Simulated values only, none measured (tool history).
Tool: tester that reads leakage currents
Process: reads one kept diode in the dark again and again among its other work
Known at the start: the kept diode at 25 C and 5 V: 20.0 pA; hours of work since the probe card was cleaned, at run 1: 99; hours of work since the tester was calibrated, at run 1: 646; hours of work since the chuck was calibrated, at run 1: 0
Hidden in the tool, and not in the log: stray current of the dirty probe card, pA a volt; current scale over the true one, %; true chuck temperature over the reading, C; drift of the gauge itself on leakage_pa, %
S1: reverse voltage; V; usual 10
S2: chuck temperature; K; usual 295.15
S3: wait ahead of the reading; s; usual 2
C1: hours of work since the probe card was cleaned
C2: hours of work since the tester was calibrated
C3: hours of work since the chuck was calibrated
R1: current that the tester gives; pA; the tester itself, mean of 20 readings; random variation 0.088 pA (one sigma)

run    hour    S1      S2    S3    C1    C2    C3      R1
  1       0    10  295.15     2    99   646     0   25.08
  2   127.4    10  295.15     2   182   729    83   25.83
  3   264.4    10  295.15     2   271   818   172   26.29
  4   418.8    10  295.15     2   371   918   272   26.86
  5   539.4    10  295.15  0.85   450   996   350   29.59
  6   622.5    10  295.15  0.85   503  1050   404   29.84
  7   738.5    10  295.15   6.4   579  1125   479   27.08
  8   913.5    10  295.15   6.4   692  1239   593   27.83
  9    1049    10  295.15   6.4   780  1327   681   28.41
 10  1219.4    10  295.15   6.4   891  1437   791   29.22
 11  1363.9    10  295.15  1.51   985  1531   885   31.75
 12  1458.2    10  323.15     2  1046  1592   946  217.45
 13  1649.4    10  295.15  0.46  1170  1716  1070   37.82
 14  1775.3   3.3  312.15     2  1251  1798  1152   51.81
     1822.1  -- probe card cleaned and baked
 15  1935.8  15.4  296.15  1.46    74  1900  1254   33.23
 16  2102.5  15.4  296.15  1.46   182  2008  1362   34.37
 17  2251.4   1.1  299.15  3.69   279  2105  1459    9.26
 18  2401.3    10  293.15     2   376  2202  1556   21.93
 19    2579   1.2  320.15     2   491  2318  1672   50.69
 20    2720   2.2  324.15  0.89   583  2409  1763   94.75
 21  2829.2   2.2  324.15  0.89   653  2480  1834    95.3
     2870.8  -- chuck's temperature calibrated
 22    3017   2.2  324.15  0.89   774  2600    95  102.38
 23  3162.4    10  322.15     2   868  2695   189  204.04
 24    3304   1.4  298.15     2   960  2787   281   10.95
 25  3401.1   5.6  310.15   7.9  1023  2850   344   60.78
 26  3495.1   2.5  307.15  8.26  1084  2911   405   30.54

Forecast each of these 3 alternatives for the next run:
  A  3674.9   2.5  315.15  8.26  1201  3027  522   ?
  B  3674.9  12.7  330.15  3.78  1201  3027  522   ?
  C  3674.9   6.5  309.15  9.04  1201  3027  522   ?

run      R1
  A   55.31
  B  401.77
  C   61.89
Without the tool's hidden state the same runs would have given:
run      R1
  A   55.84
  B  410.01
  C    58.6
